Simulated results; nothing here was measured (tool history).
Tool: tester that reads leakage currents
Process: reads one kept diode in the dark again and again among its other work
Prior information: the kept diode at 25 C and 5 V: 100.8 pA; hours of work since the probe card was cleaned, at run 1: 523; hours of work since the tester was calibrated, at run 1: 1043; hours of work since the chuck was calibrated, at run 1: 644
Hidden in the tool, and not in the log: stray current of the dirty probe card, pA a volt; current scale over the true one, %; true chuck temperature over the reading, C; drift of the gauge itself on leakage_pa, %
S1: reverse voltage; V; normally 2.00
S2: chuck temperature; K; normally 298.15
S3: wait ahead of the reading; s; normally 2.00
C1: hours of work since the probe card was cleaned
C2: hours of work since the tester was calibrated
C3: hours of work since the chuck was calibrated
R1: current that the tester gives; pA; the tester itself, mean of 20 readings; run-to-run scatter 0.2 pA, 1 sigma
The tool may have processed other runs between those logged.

run   hour     S1      S2    S3   C1    C2   C3      R1
  1    0.0   2.00  298.15  2.00  523  1043  644   71.42
  2   28.7   2.00  293.15  2.00  544  1064  665   45.34
  3   56.7   2.00  319.15  2.00  565  1085  686  412.96
  4   76.5   2.00  298.15  0.31  580  1100  701   72.40
  5   99.9   2.00  298.15  0.31  597  1117  718   72.52
  6  129.9   2.00  313.15  2.00  620  1139  740  256.94
  7  151.6   2.00  313.15  2.00  636  1156  757  257.38
  8  174.6  14.81  313.15  2.00  653  1173  774  549.71
  9  193.2   2.00  298.15  2.00  667  1186  787   71.29
 10  218.4   2.00  298.15  2.00  685  1205  806   71.55
 11  239.7   2.00  298.15  1.88  701  1221  822   71.13
 12  268.9   9.80  297.15  9.19  723  1243  844  119.63
 13  297.0   1.54  298.15  2.51  744  1264  865   64.42
 14  326.5   3.61  305.15  2.00  766  1286  887  165.20
 15  340.0   2.00  320.15  2.00  776  1296  897  444.90
 16  354.4   1.46  299.15  1.08  787  1306  907   69.46
 17  382.6   1.46  299.15  1.08  807  1327  928   69.45
 18  412.9  11.00  299.15  1.08  830  1350  951  150.52
 19  428.3  11.00  299.15  1.08  841  1361  962  151.15
 20  441.3   2.00  323.15  5.61  851  1371  972  562.40
 21  469.4   2.00  313.15  5.61  872  1392  993  256.97

Measured minus without-hidden-state, run by run (identical run-to-run variation in each term; gauge scatter may differ):
run     R1
  1  -0.10
  2  -0.07
  3  -0.54
  4  -0.11
  5  -0.11
  6  -0.38
  7  -0.38
  8  -0.79
  9  -0.12
 10  -0.12
 11  -0.12
 12  -0.19
 13  -0.11
 14  -0.28
 15  -0.70
 16  -0.13
 17  -0.13
 18  -0.26
 19  -0.26
 20  -0.92
 21  -0.46

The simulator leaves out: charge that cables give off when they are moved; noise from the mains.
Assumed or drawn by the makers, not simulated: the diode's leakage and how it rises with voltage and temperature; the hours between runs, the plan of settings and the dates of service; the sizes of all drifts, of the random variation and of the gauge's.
